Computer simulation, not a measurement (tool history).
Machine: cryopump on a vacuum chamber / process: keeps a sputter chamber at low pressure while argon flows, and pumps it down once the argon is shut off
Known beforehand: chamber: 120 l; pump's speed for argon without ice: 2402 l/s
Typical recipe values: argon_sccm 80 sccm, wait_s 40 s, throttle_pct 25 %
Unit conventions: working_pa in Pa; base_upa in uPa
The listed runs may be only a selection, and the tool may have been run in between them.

run 1 hour=0 | argon_sccm=80 wait_s=40 throttle_pct=25 | working_pa=0.2257 base_upa=2.24
run 2 hour=59.4 | argon_sccm=80 wait_s=40 throttle_pct=25 | working_pa=0.2261 base_upa=2.28
run 3 hour=120.2 | argon_sccm=80 wait_s=40 throttle_pct=27 | working_pa=0.2093 base_upa=2.26
run 4 hour=149.5 | argon_sccm=80 wait_s=40 throttle_pct=27 | working_pa=0.2122 base_upa=2.35
run 5 hour=210.7 | argon_sccm=80 wait_s=40 throttle_pct=27 | working_pa=0.2111 base_upa=2.32
run 6 hour=266.5 | argon_sccm=80 wait_s=40 throttle_pct=53 | working_pa=0.11 base_upa=2.34
run 7 hour=293.4 | argon_sccm=80 wait_s=40 throttle_pct=53 | working_pa=0.1099 base_upa=2.39
run 8 hour=334.7 | argon_sccm=80 wait_s=40 throttle_pct=53 | working_pa=0.1091 base_upa=2.38
run 9 hour=369.4 | argon_sccm=133 wait_s=40 throttle_pct=25 | working_pa=0.3821 base_upa=2.46
run 10 hour=406.1 | argon_sccm=80 wait_s=40 throttle_pct=25 | working_pa=0.2297 base_upa=2.38
run 11 hour=454 | argon_sccm=80 wait_s=160 throttle_pct=25 | working_pa=0.2298 base_upa=1.24
run 12 hour=482.2 | argon_sccm=80 wait_s=160 throttle_pct=25 | working_pa=0.2295 base_upa=1.3
run 13 hour=516 | argon_sccm=80 wait_s=160 throttle_pct=25 | working_pa=0.2318 base_upa=1.31
run 14 hour=563.3 | argon_sccm=80 wait_s=160 throttle_pct=25 | working_pa=0.2314 base_upa=1.3
run 15 hour=611.7 | argon_sccm=80 wait_s=160 throttle_pct=25 | working_pa=0.2301 base_upa=1.33
run 16 hour=656.4 | argon_sccm=80 wait_s=160 throttle_pct=25 | working_pa=0.2306 base_upa=1.39
run 17 hour=701.5 | argon_sccm=80 wait_s=40 throttle_pct=49 | working_pa=0.1234 base_upa=2.42
run 18 hour=730.8 | argon_sccm=80 wait_s=40 throttle_pct=49 | working_pa=0.1231 base_upa=2.52
run 19 hour=762 | argon_sccm=80 wait_s=40 throttle_pct=49 | working_pa=0.1233 base_upa=2.54
run 20 hour=796.5 | argon_sccm=38 wait_s=40 throttle_pct=42 | working_pa=0.0676 base_upa=2.61
run 21 hour=855.6 | argon_sccm=59 wait_s=104 throttle_pct=54 | working_pa=0.0836 base_upa=1.63
run 22 hour=895.8 | argon_sccm=87 wait_s=37 throttle_pct=32 | working_pa=0.2028 base_upa=2.74
run 23 hour=950.6 | argon_sccm=80 wait_s=187 throttle_pct=25 | working_pa=0.2359 base_upa=1.46
run 24 hour=986.8 | argon_sccm=140 wait_s=123 throttle_pct=32 | working_pa=0.3237 base_upa=1.65
run 25 hour=1018.8 | argon_sccm=140 wait_s=123 throttle_pct=32 | working_pa=0.3257 base_upa=1.65
run 26 hour=1078.6 | argon_sccm=113 wait_s=23 throttle_pct=25 | working_pa=0.334 base_upa=3.69
run 27 hour=1104.4 | argon_sccm=47 wait_s=194 throttle_pct=25 | working_pa=0.1393 base_upa=1.56
run 28 hour=1135.9 | argon_sccm=66 wait_s=91 throttle_pct=40 | working_pa=0.1254 base_upa=1.81
run 29 hour=1170.4 | argon_sccm=66 wait_s=91 throttle_pct=40 | working_pa=0.1259 base_upa=1.92
run 30 hour=1228.3 | argon_sccm=138 wait_s=40 throttle_pct=59 | working_pa=0.1886 base_upa=2.8
run 31 hour=1255.5 | argon_sccm=89 wait_s=43 throttle_pct=59 | working_pa=0.1209 base_upa=2.72
run 32 hour=1295 | argon_sccm=80 wait_s=40 throttle_pct=28 | working_pa=0.2143 base_upa=2.8
run 33 hour=1354.9 | argon_sccm=80 wait_s=40 throttle_pct=28 | working_pa=0.2151 base_upa=2.89
run 34 hour=1386.6 | argon_sccm=80 wait_s=40 throttle_pct=28 | working_pa=0.2172 base_upa=2.98

Table of differences, measured result less the result of that run with no hidden state. Run-to-run variation is the same in both. Gauge scatter possibly is not:
Unlogged tool condition in this case: pump's speed, % of a pump's without ice; cold plate's temperature, K; leak into the chamber, uPa l/s; drift of the gauge itself on working_pa, %; drift of the gauge itself on base_upa, %.
run=1 working_pa=+0.0009 base_upa=+0.62
run=2 working_pa=+0.0014 base_upa=+0.63
run=3 working_pa=+0.0019 base_upa=+0.65
run=4 working_pa=+0.0021 base_upa=+0.68
run=5 working_pa=+0.0027 base_upa=+0.69
run=6 working_pa=+0.0031 base_upa=+0.7
run=7 working_pa=+0.0034 base_upa=+0.73
run=8 working_pa=+0.0038 base_upa=+0.75
run=9 working_pa=+0.0068 base_upa=+0.77
run=10 working_pa=+0.0044 base_upa=+0.76
run=11 working_pa=+0.0049 base_upa=+0.77
run=12 working_pa=+0.0051 base_upa=+0.8
run=13 working_pa=+0.0055 base_upa=+0.81
run=14 working_pa=+0.006 base_upa=+0.8
run=15 working_pa=+0.0064 base_upa=+0.84
run=16 working_pa=+0.0068 base_upa=+0.9
run=17 working_pa=+0.0073 base_upa=+0.86
run=18 working_pa=+0.0076 base_upa=+0.91
run=19 working_pa=+0.008 base_upa=+0.92
run=20 working_pa=+0.0039 base_upa=+0.94
run=21 working_pa=+0.0065 base_upa=+0.95
run=22 working_pa=+0.0103 base_upa=+0.99
run=23 working_pa=+0.0099 base_upa=+1.01
run=24 working_pa=+0.0181 base_upa=+1.03
run=25 working_pa=+0.0188 base_upa=+1.04
run=26 working_pa=+0.0162 base_upa=+1.05
run=27 working_pa=+0.007 base_upa=+1.12
run=28 working_pa=+0.01 base_upa=+1.07
run=29 working_pa=+0.0104 base_upa=+1.11
run=30 working_pa=+0.0229 base_upa=+1.16
run=31 working_pa=+0.0151 base_upa=+1.18
run=32 working_pa=+0.014 base_upa=+1.19
run=33 working_pa=+0.0148 base_upa=+1.24
run=34 working_pa=+0.0153 base_upa=+1.29

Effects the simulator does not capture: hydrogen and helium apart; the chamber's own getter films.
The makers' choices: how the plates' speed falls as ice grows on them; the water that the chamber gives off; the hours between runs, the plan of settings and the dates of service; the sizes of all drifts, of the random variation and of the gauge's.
